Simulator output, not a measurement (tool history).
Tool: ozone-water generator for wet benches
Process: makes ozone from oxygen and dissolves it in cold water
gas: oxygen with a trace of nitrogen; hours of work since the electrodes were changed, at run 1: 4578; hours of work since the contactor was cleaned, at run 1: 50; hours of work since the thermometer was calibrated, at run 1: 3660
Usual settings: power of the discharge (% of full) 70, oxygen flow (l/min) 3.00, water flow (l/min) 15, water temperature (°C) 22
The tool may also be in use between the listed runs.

| run | day | power of the discharge (% of full) | oxygen flow (l/min) | water flow (l/min) | water temperature (°C) | hours of work since the electrodes were changed | hours of work since the contactor was cleaned | hours of work since the thermometer was calibrated | dissolved ozone (ppm) | ozone in the gas ahead of the water (g/m3) |
|---|---|---|---|---|---|---|---|---|---|---|
| 1 | 0.000 | 70 | 3.00 | 15 | 22 | 4578 | 50 | 3660 | 19.6 | 236.0 |
| 2 | 4.362 | 70 | 3.00 | 15 | 22 | 4650 | 122 | 3731 | 20.0 | 237.5 |
| 3 | 9.779 | 70 | 3.00 | 15 | 22 | 4738 | 210 | 3820 | 19.3 | 236.2 |
| 4 | 17.667 | 70 | 3.00 | 15 | 22 | 4867 | 339 | 3948 | 19.4 | 236.2 |
| 5 | 23.542 | 70 | 3.00 | 15 | 22 | 4963 | 435 | 4044 | 19.5 | 233.8 |
|  | 24.167 | contactor cleaned |
| 6 | 30.508 | 70 | 3.00 | 15 | 22 | 5074 | 104 | 4156 | 19.6 | 233.2 |
| 7 | 37.421 | 70 | 3.38 | 15 | 22 | 5187 | 217 | 4268 | 19.5 | 223.9 |
| 8 | 41.958 | 70 | 3.38 | 15 | 22 | 5261 | 291 | 4343 | 19.3 | 222.1 |
| 9 | 45.562 | 84 | 3.59 | 9 | 22 | 5320 | 349 | 4401 | 31.2 | 233.8 |
|  | 50.408 | water thermometer calibrated |
| 10 | 51.571 | 46 | 2.17 | 17 | 23 | 5418 | 447 | 19 | 13.0 | 219.9 |
|  | 58.279 | contactor cleaned, once more |
| 11 | 58.912 | 46 | 2.17 | 17 | 23 | 5535 | 10 | 136 | 13.3 | 218.9 |
| 12 | 64.771 | 46 | 2.17 | 17 | 23 | 5631 | 106 | 232 | 13.2 | 218.7 |
| 13 | 69.504 | 99 | 5.29 | 15 | 22 | 5708 | 183 | 309 | 23.3 | 209.9 |
| 14 | 76.117 | 99 | 5.29 | 20 | 16 | 5816 | 291 | 417 | 20.3 | 209.1 |
| 15 | 82.025 | 93 | 3.00 | 14 | 22 | 5913 | 388 | 514 | 24.1 | 271.6 |
| 16 | 86.975 | 93 | 3.00 | 14 | 22 | 5993 | 469 | 595 | 23.6 | 269.1 |

Forecast each of these 4 alternatives for the next run:
| A | 94.708 | 63 | 3.38 | 14 | 22 | 6120 | 595 | 721 | ? | ? |
| B | 94.708 | 70 | 2.70 | 16 | 22 | 6120 | 595 | 721 | ? | ? |
| C | 94.708 | 93 | 3.00 | 14 | 16 | 6120 | 595 | 721 | ? | ? |
| D | 94.708 | 49 | 3.47 | 22 | 22 | 6120 | 595 | 721 | ? | ? |

| run | dissolved ozone (ppm) | ozone in the gas ahead of the water (g/m3) |
|---|---|---|
| A | 19.4 | 206.7 |
| B | 17.9 | 246.2 |
| C | 25.5 | 268.2 |
| D | 11.7 | 176.3 |
Without the tool's hidden state the same runs would have given:
| run | dissolved ozone (ppm) | ozone in the gas ahead of the water (g/m3) |
|---|---|---|
| A | 21.1 | 223.6 |
| B | 19.5 | 267.6 |
| C | 28.2 | 295.3 |
| D | 12.5 | 188.4 |
